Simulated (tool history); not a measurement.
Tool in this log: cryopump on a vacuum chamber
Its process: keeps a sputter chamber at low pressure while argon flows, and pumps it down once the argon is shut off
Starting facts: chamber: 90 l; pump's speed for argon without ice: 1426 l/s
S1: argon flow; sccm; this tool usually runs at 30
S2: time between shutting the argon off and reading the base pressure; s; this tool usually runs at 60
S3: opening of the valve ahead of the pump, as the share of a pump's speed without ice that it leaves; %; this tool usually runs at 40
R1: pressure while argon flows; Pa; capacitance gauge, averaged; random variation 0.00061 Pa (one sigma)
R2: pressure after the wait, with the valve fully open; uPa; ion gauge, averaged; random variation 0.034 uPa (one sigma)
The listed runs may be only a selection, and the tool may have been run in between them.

run 1 hour=0.0 | S1=30 S2=60 S3=40 | R1=0.0917 R2=2.05
run 2 hour=15.5 | S1=30 S2=290 S3=40 | R1=0.0918 R2=0.88
run 3 hour=31.6 | S1=30 S2=290 S3=40 | R1=0.0932 R2=0.87
run 4 hour=50.5 | S1=30 S2=290 S3=40 | R1=0.0915 R2=0.84
run 5 hour=64.2 | S1=30 S2=290 S3=40 | R1=0.0909 R2=0.84
run 6 hour=78.3 | S1=30 S2=60 S3=40 | R1=0.0923 R2=2.15
run 7 hour=88.8 | S1=30 S2=60 S3=40 | R1=0.0926 R2=2.09
run 8 hour=108.4 | S1=30 S2=60 S3=40 | R1=0.0919 R2=2.14
run 9 hour=130.1 | S1=30 S2=160 S3=40 | R1=0.0920 R2=1.12
run 10 hour=155.0 | S1=30 S2=160 S3=40 | R1=0.0928 R2=1.14
run 11 hour=174.6 | S1=30 S2=160 S3=40 | R1=0.0922 R2=1.14
run 12 hour=187.3 | S1=30 S2=160 S3=40 | R1=0.0927 R2=1.11
run 13 hour=198.4 | S1=30 S2=160 S3=40 | R1=0.0932 R2=1.13
run 14 hour=223.1 | S1=13 S2=211 S3=40 | R1=0.0410 R2=0.98
run 15 hour=235.2 | S1=13 S2=211 S3=40 | R1=0.0401 R2=0.97
run 16 hour=254.3 | S1=13 S2=211 S3=40 | R1=0.0393 R2=1.00
run 17 hour=269.7 | S1=13 S2=211 S3=40 | R1=0.0402 R2=0.99
run 18 hour=292.4 | S1=30 S2=40 S3=46 | R1=0.0817 R2=2.90
run 19 hour=304.7 | S1=30 S2=40 S3=46 | R1=0.0826 R2=2.92
run 20 hour=315.8 | S1=30 S2=57 S3=24 | R1=0.1524 R2=2.26
run 21 hour=330.1 | S1=35 S2=33 S3=24 | R1=0.1799 R2=3.48
run 22 hour=355.3 | S1=35 S2=40 S3=26 | R1=0.1643 R2=3.01
run 23 hour=374.5 | S1=35 S2=40 S3=26 | R1=0.1647 R2=3.00
run 24 hour=386.8 | S1=35 S2=46 S3=24 | R1=0.1796 R2=2.67
run 25 hour=399.8 | S1=20 S2=28 S3=40 | R1=0.0625 R2=3.97
run 26 hour=418.0 | S1=20 S2=28 S3=40 | R1=0.0626 R2=4.01

Consider 3 possible next runs. They are alternatives, not a sequence: every one starts from the tool as it was left by run 26. What does each give?
run A hour=442.1 | S1=38 S2=28 S3=37 | R1=? R2=?
run B hour=442.1 | S1=29 S2=23 S3=37 | R1=? R2=?
run C hour=442.1 | S1=13 S2=204 S3=27 | R1=? R2=?

run=A R1=0.1277 R2=4.01
run=B R1=0.0968 R2=4.60
run=C R1=0.0587 R2=1.00
What these runs would have given with no unlogged condition in the tool:
run=A R1=0.1213 R2=3.66
run=B R1=0.0919 R2=4.26
run=C R1=0.0565 R2=0.65
